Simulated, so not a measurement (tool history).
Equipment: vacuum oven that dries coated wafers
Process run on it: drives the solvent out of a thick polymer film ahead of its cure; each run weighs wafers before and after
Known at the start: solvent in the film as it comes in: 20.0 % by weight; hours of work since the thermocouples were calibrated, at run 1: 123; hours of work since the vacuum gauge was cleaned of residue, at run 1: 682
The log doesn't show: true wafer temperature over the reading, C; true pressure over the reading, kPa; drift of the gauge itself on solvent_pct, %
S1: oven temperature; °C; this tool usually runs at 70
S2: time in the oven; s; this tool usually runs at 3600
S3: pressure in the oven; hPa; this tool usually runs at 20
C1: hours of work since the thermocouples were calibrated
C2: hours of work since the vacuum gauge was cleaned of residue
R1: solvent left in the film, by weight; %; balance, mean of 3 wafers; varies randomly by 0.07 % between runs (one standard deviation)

| run | day | S1 | S2 | S3 | C1 | C2 | R1 |
|---|---|---|---|---|---|---|---|
| 1 | 0 | 70 | 3600 | 20 | 123 | 682 | 5.27 |
| 2 | 3.929 | 70 | 3600 | 27.2 | 166 | 725 | 6.65 |
| 3 | 8.979 | 70 | 3600 | 27.2 | 221 | 780 | 6.58 |
| 4 | 11.654 | 70 | 3600 | 27.2 | 251 | 810 | 6.68 |
| 5 | 14.183 | 70 | 3600 | 20 | 278 | 837 | 5.41 |
| 6 | 16.333 | 70 | 3600 | 20 | 302 | 861 | 5.55 |
| 7 | 20.675 | 70 | 3600 | 20 | 350 | 909 | 5.25 |
| 8 | 23.058 | 70 | 3600 | 20 | 376 | 935 | 5.44 |
| 9 | 26.242 | 70 | 3600 | 20 | 411 | 970 | 5.49 |
| 10 | 30.633 | 70 | 3600 | 20 | 459 | 1018 | 5.45 |
| 11 | 34.067 | 70 | 3600 | 20 | 496 | 1055 | 5.53 |
| 12 | 37.679 | 70 | 3600 | 20 | 536 | 1095 | 5.58 |
| 13 | 42.238 | 70 | 3600 | 20 | 586 | 1145 | 5.6 |
| 14 | 44.896 | 60 | 3600 | 12 | 615 | 1174 | 8.63 |
| 15 | 48.329 | 60 | 3600 | 12 | 653 | 1212 | 8.89 |
| 16 | 51.621 | 60 | 3180 | 12 | 689 | 1248 | 9.28 |

Run 17, settings as shown, results not yet in. Your forecast:
| 17 | 55.192 | 63 | 2520 | 12 | 728 | 1287 | ? |

Run 17 gave R1 9.09 %.
Take away the tool's hidden state, keep the run-to-run variation as it was, and the same run would have given R1 8.01 %.
